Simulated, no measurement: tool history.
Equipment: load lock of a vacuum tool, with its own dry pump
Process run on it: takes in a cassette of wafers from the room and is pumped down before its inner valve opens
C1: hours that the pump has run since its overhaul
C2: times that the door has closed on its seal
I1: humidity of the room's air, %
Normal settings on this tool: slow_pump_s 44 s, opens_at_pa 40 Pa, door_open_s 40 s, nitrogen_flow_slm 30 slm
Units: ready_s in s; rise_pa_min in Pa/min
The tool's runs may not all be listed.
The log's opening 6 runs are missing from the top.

run 7 hour=509.0 | slow_pump_s=44 opens_at_pa=40 door_open_s=40 nitrogen_flow_slm=30 | C1=4508 C2=4302 | I1=43.7 | ready_s=86.5 rise_pa_min=0.022
run 8 hour=574.1 | slow_pump_s=44 opens_at_pa=40 door_open_s=40 nitrogen_flow_slm=30 | C1=4573 C2=4606 | I1=48.7 | ready_s=86.4 rise_pa_min=0.021
run 9 hour=673.0 | slow_pump_s=44 opens_at_pa=40 door_open_s=40 nitrogen_flow_slm=30 | C1=4672 C2=5067 | I1=42.0 | ready_s=86.3 rise_pa_min=0.028
run 10 hour=741.2 | slow_pump_s=44 opens_at_pa=40 door_open_s=40 nitrogen_flow_slm=30 | C1=4740 C2=5385 | I1=46.0 | ready_s=85.5 rise_pa_min=0.031
run 11 hour=806.4 | slow_pump_s=44 opens_at_pa=36 door_open_s=40 nitrogen_flow_slm=30 | C1=4805 C2=5690 | I1=43.4 | ready_s=88.3 rise_pa_min=0.026
run 12 hour=877.6 | slow_pump_s=44 opens_at_pa=40 door_open_s=40 nitrogen_flow_slm=25 | C1=4876 C2=6022 | I1=48.1 | ready_s=86.5 rise_pa_min=0.035
run 13 hour=995.0 | slow_pump_s=44 opens_at_pa=40 door_open_s=40 nitrogen_flow_slm=7 | C1=4994 C2=6570 | I1=41.7 | ready_s=87.1 rise_pa_min=0.040
run 14 hour=1050.9 | slow_pump_s=44 opens_at_pa=40 door_open_s=40 nitrogen_flow_slm=7 | C1=5050 C2=6830 | I1=43.7 | ready_s=87.6 rise_pa_min=0.045
run 15 hour=1141.4 | slow_pump_s=44 opens_at_pa=40 door_open_s=40 nitrogen_flow_slm=7 | C1=5140 C2=7253 | I1=46.3 | ready_s=87.0 rise_pa_min=0.036
run 16 hour=1265.9 | slow_pump_s=44 opens_at_pa=40 door_open_s=40 nitrogen_flow_slm=7 | C1=5265 C2=7834 | I1=47.2 | ready_s=87.2 rise_pa_min=0.042
run 17 hour=1330.3 | slow_pump_s=44 opens_at_pa=40 door_open_s=40 nitrogen_flow_slm=7 | C1=5329 C2=8135 | I1=48.0 | ready_s=87.6 rise_pa_min=0.043
run 18 hour=1428.7 | slow_pump_s=44 opens_at_pa=40 door_open_s=40 nitrogen_flow_slm=7 | C1=5427 C2=8594 | I1=48.2 | ready_s=87.7 rise_pa_min=0.046
run 19 hour=1509.0 | slow_pump_s=44 opens_at_pa=40 door_open_s=40 nitrogen_flow_slm=7 | C1=5508 C2=8969 | I1=43.8 | ready_s=86.9 rise_pa_min=0.045
run 20 hour=1573.8 | slow_pump_s=37 opens_at_pa=58 door_open_s=40 nitrogen_flow_slm=6 | C1=5573 C2=9271 | I1=44.4 | ready_s=79.1 rise_pa_min=0.046
run 21 hour=1660.6 | slow_pump_s=44 opens_at_pa=42 door_open_s=55 nitrogen_flow_slm=30 | C1=5659 C2=9676 | I1=44.5 | ready_s=86.6 rise_pa_min=0.036
run 22 hour=1729.3 | slow_pump_s=32 opens_at_pa=29 door_open_s=186 nitrogen_flow_slm=18 | C1=5728 C2=9997 | I1=45.0 | ready_s=79.4 rise_pa_min=0.084
run 23 hour=1848.5 | slow_pump_s=22 opens_at_pa=48 door_open_s=40 nitrogen_flow_slm=30 | C1=5847 C2=10553 | I1=42.6 | ready_s=68.2 rise_pa_min=0.032
run 24 hour=1929.5 | slow_pump_s=44 opens_at_pa=40 door_open_s=121 nitrogen_flow_slm=30 | C1=5928 C2=10931 | I1=44.6 | ready_s=87.1 rise_pa_min=0.060
run 25 hour=2025.3 | slow_pump_s=44 opens_at_pa=40 door_open_s=121 nitrogen_flow_slm=30 | C1=6024 C2=11378 | I1=45.1 | ready_s=87.5 rise_pa_min=0.052
run 26 hour=2087.3 | slow_pump_s=44 opens_at_pa=40 door_open_s=121 nitrogen_flow_slm=30 | C1=6086 C2=11667 | I1=49.5 | ready_s=86.1 rise_pa_min=0.063
run 27 hour=2155.8 | slow_pump_s=44 opens_at_pa=40 door_open_s=121 nitrogen_flow_slm=30 | C1=6155 C2=11987 | I1=44.0 | ready_s=86.9 rise_pa_min=0.058
run 28 hour=2212.5 | slow_pump_s=44 opens_at_pa=42 door_open_s=40 nitrogen_flow_slm=15 | C1=6211 C2=12252 | I1=48.5 | ready_s=87.1 rise_pa_min=0.048
run 29 hour=2332.7 | slow_pump_s=44 opens_at_pa=30 door_open_s=56 nitrogen_flow_slm=21 | C1=6331 C2=12812 | I1=44.0 | ready_s=89.9 rise_pa_min=0.050
run 30 hour=2430.3 | slow_pump_s=44 opens_at_pa=40 door_open_s=165 nitrogen_flow_slm=30 | C1=6429 C2=13268 | I1=44.6 | ready_s=86.8 rise_pa_min=0.068

Expected results for the next run?
run 31 hour=2513.6 | slow_pump_s=44 opens_at_pa=40 door_open_s=165 nitrogen_flow_slm=30 | C1=6512 C2=13657 | I1=50.2 | ready_s=? rise_pa_min=?

{"run 31": {"ready_s": 87.3, "rise_pa_min": 0.079}}
If the tool had no hidden condition, the same run with the same run-to-run variation would have returned ready_s 84.6 s, rise_pa_min 0.050 Pa/min.
